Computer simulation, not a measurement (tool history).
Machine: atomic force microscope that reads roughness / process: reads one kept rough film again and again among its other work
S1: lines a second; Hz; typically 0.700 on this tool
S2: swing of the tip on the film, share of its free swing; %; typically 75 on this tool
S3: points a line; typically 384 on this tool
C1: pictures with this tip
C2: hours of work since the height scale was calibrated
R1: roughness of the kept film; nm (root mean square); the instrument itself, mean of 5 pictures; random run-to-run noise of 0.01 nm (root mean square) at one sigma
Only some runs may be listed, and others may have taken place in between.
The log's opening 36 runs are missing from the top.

run    hour     S1  S2   S3   C1    C2     R1
 37  2086.4  3.440  77  417  222  2588  1.933
 38  2145.2  2.343  75  688  306  2622  2.030
     2207.7  -- new tip fitted
 39  2208.8  2.343  75  439    1  2658  2.128
 40  2253.4  2.343  75  439   65  2683  2.098
 41  2305.1  2.343  75  439  139  2713  2.073
 42  2362.4  3.153  65  384  221  2745  2.073
 43  2426.7  2.351  58  597  313  2782  2.128
 44  2465.7  2.351  58  597  368  2804  2.113
     2483.3  -- new tip fitted
 45  2525.7  1.465  60  597   60  2838  2.257

Consider 4 possible next runs. They are alternatives, not a sequence: every one starts from the tool as it was left by run 45. What does each give?
  A  2575.6  2.026  74  384  132  2867   ?
  B  2575.6  0.700  75  323  132  2867   ?
  C  2575.6  0.519  64  410  132  2867   ?
  D  2575.6  2.291  75  389  132  2867   ?

run     R1
  A  2.095
  B  2.198
  C  2.257
  D  2.067
What these runs would have given with no unlogged condition in the tool:
run     R1
  A  2.191
  B  2.299
  C  2.360
  D  2.162
